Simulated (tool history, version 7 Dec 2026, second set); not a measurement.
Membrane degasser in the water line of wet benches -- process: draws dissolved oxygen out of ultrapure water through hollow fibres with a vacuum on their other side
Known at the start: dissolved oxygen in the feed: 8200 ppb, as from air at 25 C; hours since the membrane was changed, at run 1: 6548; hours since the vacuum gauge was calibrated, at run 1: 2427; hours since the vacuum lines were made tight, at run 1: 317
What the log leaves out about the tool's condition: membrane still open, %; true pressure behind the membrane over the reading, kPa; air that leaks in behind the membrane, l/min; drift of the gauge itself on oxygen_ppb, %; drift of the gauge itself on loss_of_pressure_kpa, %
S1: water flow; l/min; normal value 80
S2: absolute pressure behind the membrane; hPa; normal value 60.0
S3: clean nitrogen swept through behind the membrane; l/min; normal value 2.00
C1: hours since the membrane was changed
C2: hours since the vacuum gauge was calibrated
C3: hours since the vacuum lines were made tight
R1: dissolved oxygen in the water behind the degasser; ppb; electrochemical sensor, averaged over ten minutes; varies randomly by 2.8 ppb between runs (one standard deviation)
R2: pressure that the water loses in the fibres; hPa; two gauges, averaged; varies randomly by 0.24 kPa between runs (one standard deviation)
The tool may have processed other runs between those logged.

run	hour	S1	S2	S3	C1	C2	C3	R1	R2
1	0.0	80	60.0	2.00	6548	2427	317	303.6	634.4
2	181.5	79	60.0	2.00	6730	2609	498	296.6	620.9
3	477.8	79	60.0	2.00	7026	2905	794	297.5	628.2
4	623.1	79	60.0	2.00	7171	3051	940	294.6	625.0
5	791.7	79	60.0	2.00	7340	3219	1108	296.8	626.9
6	939.2	79	60.0	2.00	7487	3367	1256	299.6	625.4
7	1111.9	79	60.0	2.00	7660	3539	1428	298.7	629.1
8	1264.8	79	60.0	2.00	7813	3692	1581	303.6	622.7
9	1523.3	79	60.0	2.00	8071	3951	1840	305.7	630.0
10	1783.0	79	60.0	2.00	8331	4210	2100	301.4	627.7
11	1965.9	91	60.0	2.00	8514	4393	2282	377.5	727.6
12	2237.9	91	58.8	2.00	8786	4665	2554	362.0	730.4
13	2424.3	91	58.8	3.84	8972	4852	2741	272.4	728.9
14	2599.9	80	60.0	2.00	9148	5027	2916	313.4	640.5
15	2878.9	80	60.0	2.00	9427	5306	3195	322.5	640.5
16	3154.5	80	70.0	2.00	9703	5582	3471	391.8	644.1
# hour 3273.4: vacuum gauge calibrated
17	3290.2	80	70.0	2.00	9838	17	3606	385.6	644.5
18	3530.8	63	103.3	2.37	10078	257	3847	427.0	505.2
19	3780.5	80	60.0	1.50	10328	507	4097	355.7	645.5
20	4020.3	53	138.6	1.01	10568	747	4336	985.2	426.2
21	4225.4	53	138.6	1.01	10773	952	4541	988.6	428.1
22	4370.6	55	130.3	2.35	10918	1097	4687	501.9	446.9
23	4627.1	124	130.3	3.18	11175	1354	4943	968.1	1011.8
24	4887.9	80	131.9	1.00	11435	1614	5204	1246.7	654.7
25	5109.2	80	131.9	1.00	11657	1836	5425	1265.7	651.0
26	5246.5	78	122.4	2.39	11794	1973	5563	659.4	641.6
27	5397.7	78	122.4	2.39	11945	2124	5714	649.4	637.7
28	5679.4	78	122.4	2.39	12227	2406	5996	653.4	640.0
29	5933.1	113	69.8	2.07	12481	2660	6249	613.8	926.3
30	6238.6	113	69.8	2.07	12786	2965	6555	626.2	930.1
31	6395.2	80	37.2	2.00	12943	3122	6711	147.3	663.3
32	6553.6	80	60.0	1.44	13101	3280	6870	385.6	662.2

Measured result minus the same run's result without the hidden state. Both carry the same run-to-run variation, though not necessarily the same gauge scatter:
run	R1	R2
1	+20.2	+26.3
2	+20.5	+26.5
3	+22.0	+28.1
4	+22.6	+28.4
5	+23.7	+29.2
6	+24.6	+30.0
7	+25.4	+30.8
8	+26.6	+31.1
9	+27.9	+32.3
10	+28.8	+33.4
11	+39.1	+39.5
12	+40.1	+40.9
13	+36.9	+41.7
14	+34.0	+37.3
15	+36.5	+38.7
16	+36.7	+40.0
17	+22.0	+40.7
18	+11.8	+32.5
19	+24.3	+42.5
20	+7.4	+28.9
21	+8.2	+29.5
22	+10.7	+31.2
23	+61.3	+72.3
24	+24.4	+47.7
25	+26.0	+48.5
26	+29.0	+48.2
27	+29.1	+48.7
28	+30.6	+50.2
29	+70.2	+74.0
30	+74.0	+76.0
31	+41.6	+54.6
32	+42.8	+55.5

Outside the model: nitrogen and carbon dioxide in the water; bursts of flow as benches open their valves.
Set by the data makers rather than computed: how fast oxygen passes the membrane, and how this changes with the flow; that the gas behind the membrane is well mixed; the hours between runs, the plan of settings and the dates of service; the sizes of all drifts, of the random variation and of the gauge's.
